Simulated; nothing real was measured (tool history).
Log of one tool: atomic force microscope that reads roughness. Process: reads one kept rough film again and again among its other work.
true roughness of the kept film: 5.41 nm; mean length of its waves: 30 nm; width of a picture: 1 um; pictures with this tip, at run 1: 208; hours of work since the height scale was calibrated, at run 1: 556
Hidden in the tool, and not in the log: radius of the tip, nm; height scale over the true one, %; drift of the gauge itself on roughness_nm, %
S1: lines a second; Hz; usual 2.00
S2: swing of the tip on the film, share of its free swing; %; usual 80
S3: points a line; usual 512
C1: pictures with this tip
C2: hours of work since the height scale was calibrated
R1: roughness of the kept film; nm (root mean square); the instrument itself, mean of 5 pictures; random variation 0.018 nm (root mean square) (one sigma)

run,hour,S1,S2,S3,C1,C2,R1
1,0.0,2.00,80,512,208,556,3.879
2,24.3,2.00,59,512,242,575,3.953
3,41.1,2.00,59,278,265,588,3.939
4,57.7,0.90,59,278,289,602,3.916
5,70.5,2.00,80,308,307,612,3.691
6,90.1,2.00,80,308,334,627,3.654
# hour 106.8: new tip fitted
7,106.8,2.00,80,512,0,640,4.338
8,118.7,2.00,80,512,17,650,4.324
9,134.1,2.00,80,512,38,662,4.303
10,146.3,2.00,80,512,55,672,4.215
11,164.2,2.00,80,512,81,686,4.162
12,183.3,2.00,80,512,107,701,4.124
13,202.4,2.00,80,512,134,716,4.075
14,219.2,2.00,80,512,158,730,4.061
15,239.4,2.00,80,512,186,746,3.995
16,255.5,2.19,80,512,209,759,3.928
17,273.6,2.19,80,512,234,773,3.879
# hour 276.2: height scale calibrated on a step standard
18,286.4,2.19,80,512,251,8,3.866
19,298.9,2.00,80,512,268,18,3.888
20,320.8,2.00,68,512,299,36,3.913
21,345.1,2.00,68,512,333,55,3.855
# hour 355.6: height scale calibrated on a step standard, once more
# hour 362.6: new tip fitted
22,366.0,2.00,68,512,5,8,4.406
23,384.1,3.73,70,484,30,22,4.237
24,398.4,3.73,70,1024,50,34,4.205
25,419.6,2.50,70,476,80,51,4.253
26,441.8,2.50,70,476,111,68,4.191
27,457.1,2.50,63,476,133,80,4.222
28,471.3,2.50,56,352,152,92,4.195
29,482.1,2.50,56,352,168,100,4.181
30,498.5,2.50,56,352,191,113,4.140
31,520.8,3.42,56,352,222,131,4.038
32,538.8,2.00,87,843,247,145,3.802
33,554.3,2.00,87,843,269,158,3.758
34,568.5,2.00,80,459,289,169,3.818
35,588.9,0.84,73,915,318,185,3.967
36,601.3,0.67,57,553,335,195,3.980
37,613.0,3.39,55,553,351,205,3.884
# hour 617.3: new tip fitted
38,634.0,3.39,55,553,23,221,4.442
39,658.6,3.39,55,553,58,241,4.396
40,681.6,3.39,55,553,90,259,4.337
41,700.0,1.51,62,512,116,273,4.319
42,720.3,2.61,80,512,145,290,3.940
43,741.2,1.23,80,388,174,306,4.090
44,760.9,3.69,86,397,202,322,3.573

Hidden state or all else? Some run-to-run changes of R1, split into what the settings, what came in and random variation would give without the hidden state, and what is left for the hidden state (with any gauge scatter that isn't in both results):
Run 6 -> 7: S3 308 -> 512, new tip fitted. R1 +0.684 nm (root mean square): hidden state +0.656, all else +0.028.
Run 21 -> 22: height scale calibrated on a step standard, once more, new tip fitted. R1 +0.551 nm (root mean square): hidden state +0.552, all else -0.001.
Run 37 -> 38: new tip fitted. R1 +0.558 nm (root mean square): hidden state +0.581, all else -0.023.
